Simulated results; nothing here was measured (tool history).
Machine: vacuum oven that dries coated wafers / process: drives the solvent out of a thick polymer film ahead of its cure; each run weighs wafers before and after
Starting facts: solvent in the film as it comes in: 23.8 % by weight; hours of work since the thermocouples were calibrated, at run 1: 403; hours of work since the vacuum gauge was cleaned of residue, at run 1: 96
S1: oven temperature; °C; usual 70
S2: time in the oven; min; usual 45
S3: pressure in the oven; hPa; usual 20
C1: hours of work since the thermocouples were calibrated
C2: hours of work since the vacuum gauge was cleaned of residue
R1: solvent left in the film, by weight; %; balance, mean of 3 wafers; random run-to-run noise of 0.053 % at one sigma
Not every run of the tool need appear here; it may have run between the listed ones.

run	hour	S1	S2	S3	C1	C2	R1
1	0	70	45	20	403	96	1.64
2	23.2	70	45	20	414	107	1.66
3	38.8	70	42	20	421	114	1.87
4	69.4	70	42	20	435	128	1.84
5	99	71	45	20	448	142	1.43
6	127.4	71	45	20	461	155	1.32
7	145.1	70	45	46.3	469	163	2.47
8	162.6	70	45	46.3	477	171	2.53
9	192.9	70	45	20	491	184	1.63
10	221.7	70	45	21.9	504	198	1.77
11	246.2	70	45	20	515	209	1.62
12	273.7	70	45	20	528	221	1.61
13	289.5	71	45	20	535	229	1.48
14	317.6	71	45	20	548	241	1.32
15	344.4	70	43	20	560	254	1.77
16	359.5	70	43	20	567	261	1.78
17	377.8	70	43	20	576	269	1.66
18	400.4	70	45	36.1	586	279	2.17
19	425.8	70	23	20	598	291	4.73
20	457.2	70	23	20	612	305	4.73
21	487.4	80	23	26.4	626	319	1.23
22	506.2	80	23	26.4	634	328	1.22
23	524.8	81	23	59.4	643	336	1.84
24	548.2	57	23	66.2	653	347	13.95
25	562.2	57	47	66.2	660	353	9.81
26	588.3	76	47	66.2	672	365	2.12
27	609.2	70	45	15.8	681	375	1.45
28	633.2	70	45	15.8	692	386	1.49
29	653.7	78	42	20	702	395	0.6
30	672.1	78	42	20	710	403	0.61
31	692.3	74	28	53.4	719	413	3.02
32	707.2	78	26	20.6	726	419	1.25
33	738.4	78	26	20.6	740	434	1.37
34	761.8	78	26	20.6	751	444	1.23
35	783.6	78	26	20.6	761	454	1.23
36	797	69	58	17.7	767	460	1.29
37	828.6	78	28	11.5	782	475	0.82
38	855.6	78	28	11.5	794	487	0.79

Measured minus without-hidden-state, run by run (identical run-to-run variation in each term; gauge scatter may differ):
The hidden state here: true wafer temperature over the reading, C; true pressure over the reading, kPa; drift of the gauge itself on solvent_pct, %.
run	R1
1	-0.02
2	-0.02
3	-0.02
4	-0.03
5	-0.02
6	-0.02
7	-0.02
8	-0.03
9	-0.02
10	-0.03
11	-0.02
12	-0.03
13	-0.02
14	-0.02
15	-0.02
16	-0.02
17	-0.02
18	-0.03
19	-0.05
20	-0.05
21	-0.02
22	-0.02
23	-0.02
24	-0.06
25	-0.07
26	-0.01
27	-0.03
28	-0.02
29	+0
30	-0.01
31	-0.03
32	-0.03
33	-0.02
34	-0.02
35	-0.02
36	-0.02
37	-0.02
38	-0.02
